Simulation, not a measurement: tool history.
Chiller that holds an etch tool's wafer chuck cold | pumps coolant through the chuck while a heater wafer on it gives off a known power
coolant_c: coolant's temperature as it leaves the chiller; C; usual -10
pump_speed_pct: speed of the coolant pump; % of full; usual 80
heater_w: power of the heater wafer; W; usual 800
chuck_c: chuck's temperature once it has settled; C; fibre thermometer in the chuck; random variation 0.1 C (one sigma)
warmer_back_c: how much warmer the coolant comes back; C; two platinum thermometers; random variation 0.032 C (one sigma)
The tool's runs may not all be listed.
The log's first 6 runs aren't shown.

run,hour,coolant_c,pump_speed_pct,heater_w,hours since the coolant was changed and the channels were flushed,hours since the pump was overhauled,hours since the chiller's thermometer was calibrated,chuck_c,warmer_back_c
7,779,-10,91,800,7814,7477,5490,-3.2,2.94
# hour 918.6: chiller's thermometer calibrated
8,934.8,-10,91,800,7969,7632,16,-3.3,2.94
9,1079.5,-10,80,800,8113,7777,161,-2.7,3.33
10,1214.8,-10,80,800,8249,7912,296,-2.5,3.33
11,1364.7,-10,80,800,8399,8062,446,-2.5,3.34
12,1455.2,-10,80,800,8489,8152,537,-2.7,3.3
13,1543.5,-10,80,800,8577,8241,625,-2.5,3.28
# hour 1629.9: gauge calibrated
14,1656.3,-10,80,800,8690,8354,738,-2.6,3.48
# hour 1822.9: coolant changed, channels flushed
15,1848.5,-10,80,800,26,8540,924,-2.6,3.48
16,1977.2,-10,80,800,154,8668,1053,-2.7,3.44
17,2085.4,-11,80,913,263,8777,1161,-2.5,3.92
18,2205.4,-11,85,910,382,8897,1281,-3.2,3.69
19,2371.7,-16,96,564,549,9063,1447,-11.2,1.97
20,2532.7,-11,69,735,710,9224,1608,-3.2,3.6
# hour 2594.1: coolant pump overhauled
21,2665.3,-11,69,735,837,71,1736,-3.5,3.55
22,2854.8,-11,69,735,1027,261,1925,-3.3,3.52
23,3011.2,-11,72,811,1183,417,2082,-2.9,3.7
24,3101.5,-4,72,770,1274,507,2172,3.7,3.5
25,3225.1,-12,65,1014,1397,631,2296,-1.1,5.18
26,3331.2,-12,65,712,1503,737,2402,-4.2,3.58
27,3445.1,-7,65,548,1617,851,2515,-1.1,2.63
28,3601.1,-7,65,548,1773,1007,2672,-0.9,2.65
29,3793.9,-10,82,800,1966,1200,2864,-2.6,3.14
30,3951.9,-8,60,421,2124,1358,3022,-3.2,2.06
31,4064.3,-18,82,1047,2236,1470,3135,-8.4,4.08

Forecast each of these 3 alternatives for the next run:
A,4159.6,0,88,671,2332,1566,3230,?,?
B,4159.6,-1,79,649,2332,1566,3230,?,?
C,4159.6,-11,80,1168,2332,1566,3230,?,?

run,chuck_c,warmer_back_c
A,5.8,2.3
B,4.9,2.51
C,-0.2,4.76
Without the tool's hidden state the same runs would have given:
run,chuck_c,warmer_back_c
A,5.8,2.66
B,4.9,2.87
C,-0.2,5.12
